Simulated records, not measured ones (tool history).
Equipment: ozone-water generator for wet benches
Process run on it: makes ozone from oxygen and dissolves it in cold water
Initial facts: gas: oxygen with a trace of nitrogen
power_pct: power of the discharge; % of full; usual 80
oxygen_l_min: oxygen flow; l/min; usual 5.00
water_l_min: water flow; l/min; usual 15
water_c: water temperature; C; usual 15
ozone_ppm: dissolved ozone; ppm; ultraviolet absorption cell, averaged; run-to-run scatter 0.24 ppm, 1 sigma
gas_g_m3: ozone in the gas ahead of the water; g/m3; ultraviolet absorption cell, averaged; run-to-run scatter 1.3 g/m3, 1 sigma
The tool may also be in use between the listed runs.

{"run": 1, "hour": 0.0, "power_pct": 80, "oxygen_l_min": 5.0, "water_l_min": 15, "water_c": 15, "ozone_ppm": 35.6, "gas_g_m3": 243.9}
{"run": 2, "hour": 41.1, "power_pct": 80, "oxygen_l_min": 5.0, "water_l_min": 15, "water_c": 15, "ozone_ppm": 35.9, "gas_g_m3": 243.0}
{"run": 3, "hour": 129.5, "power_pct": 80, "oxygen_l_min": 5.0, "water_l_min": 15, "water_c": 15, "ozone_ppm": 35.8, "gas_g_m3": 244.3}
{"run": 4, "hour": 222.1, "power_pct": 80, "oxygen_l_min": 5.0, "water_l_min": 15, "water_c": 9, "ozone_ppm": 39.7, "gas_g_m3": 241.5}
{"run": 5, "hour": 269.6, "power_pct": 80, "oxygen_l_min": 5.0, "water_l_min": 13, "water_c": 9, "ozone_ppm": 43.0, "gas_g_m3": 242.7}
{"run": 6, "hour": 327.1, "power_pct": 80, "oxygen_l_min": 5.0, "water_l_min": 15, "water_c": 23, "ozone_ppm": 31.0, "gas_g_m3": 240.3}
{"run": 7, "hour": 381.5, "power_pct": 80, "oxygen_l_min": 5.0, "water_l_min": 15, "water_c": 23, "ozone_ppm": 31.4, "gas_g_m3": 243.1}
{"run": 8, "hour": 426.9, "power_pct": 80, "oxygen_l_min": 5.0, "water_l_min": 15, "water_c": 23, "ozone_ppm": 31.5, "gas_g_m3": 242.3}
{"run": 9, "hour": 519.7, "power_pct": 51, "oxygen_l_min": 5.0, "water_l_min": 18, "water_c": 15, "ozone_ppm": 23.8, "gas_g_m3": 183.1}
{"run": 10, "hour": 605.0, "power_pct": 80, "oxygen_l_min": 3.46, "water_l_min": 15, "water_c": 7, "ozone_ppm": 39.3, "gas_g_m3": 297.1}
{"run": 11, "hour": 702.7, "power_pct": 80, "oxygen_l_min": 4.86, "water_l_min": 18, "water_c": 15, "ozone_ppm": 31.6, "gas_g_m3": 245.4}
{"run": 12, "hour": 745.0, "power_pct": 80, "oxygen_l_min": 4.86, "water_l_min": 18, "water_c": 15, "ozone_ppm": 31.3, "gas_g_m3": 240.9}
{"run": 13, "hour": 845.8, "power_pct": 56, "oxygen_l_min": 5.0, "water_l_min": 11, "water_c": 7, "ozone_ppm": 39.5, "gas_g_m3": 191.1}
{"run": 14, "hour": 888.8, "power_pct": 80, "oxygen_l_min": 5.0, "water_l_min": 16, "water_c": 17, "ozone_ppm": 33.5, "gas_g_m3": 239.6}
{"run": 15, "hour": 978.2, "power_pct": 80, "oxygen_l_min": 5.0, "water_l_min": 16, "water_c": 17, "ozone_ppm": 33.3, "gas_g_m3": 237.0}
{"run": 16, "hour": 1078.3, "power_pct": 44, "oxygen_l_min": 5.0, "water_l_min": 12, "water_c": 11, "ozone_ppm": 30.4, "gas_g_m3": 166.8}

Predict each of these 4 candidate next runs independently; none follows another, all start after run 16:
{"run": "A", "hour": 1177.0, "power_pct": 44, "oxygen_l_min": 4.38, "water_l_min": 12, "water_c": 17, "ozone_ppm": "?", "gas_g_m3": "?"}
{"run": "B", "hour": 1177.0, "power_pct": 90, "oxygen_l_min": 5.0, "water_l_min": 12, "water_c": 11, "ozone_ppm": "?", "gas_g_m3": "?"}
{"run": "C", "hour": 1177.0, "power_pct": 44, "oxygen_l_min": 3.13, "water_l_min": 20, "water_c": 7, "ozone_ppm": "?", "gas_g_m3": "?"}
{"run": "D", "hour": 1177.0, "power_pct": 65, "oxygen_l_min": 5.0, "water_l_min": 12, "water_c": 9, "ozone_ppm": "?", "gas_g_m3": "?"}

run=A ozone_ppm=28.0 gas_g_m3=177.4
run=B ozone_ppm=47.2 gas_g_m3=258.6
run=C ozone_ppm=21.3 gas_g_m3=217.5
run=D ozone_ppm=39.9 gas_g_m3=208.4
Without the tool's hidden state the same runs would have given:
run=A ozone_ppm=28.0 gas_g_m3=180.9
run=B ozone_ppm=47.2 gas_g_m3=263.8
run=C ozone_ppm=21.3 gas_g_m3=221.8
run=D ozone_ppm=40.0 gas_g_m3=212.6

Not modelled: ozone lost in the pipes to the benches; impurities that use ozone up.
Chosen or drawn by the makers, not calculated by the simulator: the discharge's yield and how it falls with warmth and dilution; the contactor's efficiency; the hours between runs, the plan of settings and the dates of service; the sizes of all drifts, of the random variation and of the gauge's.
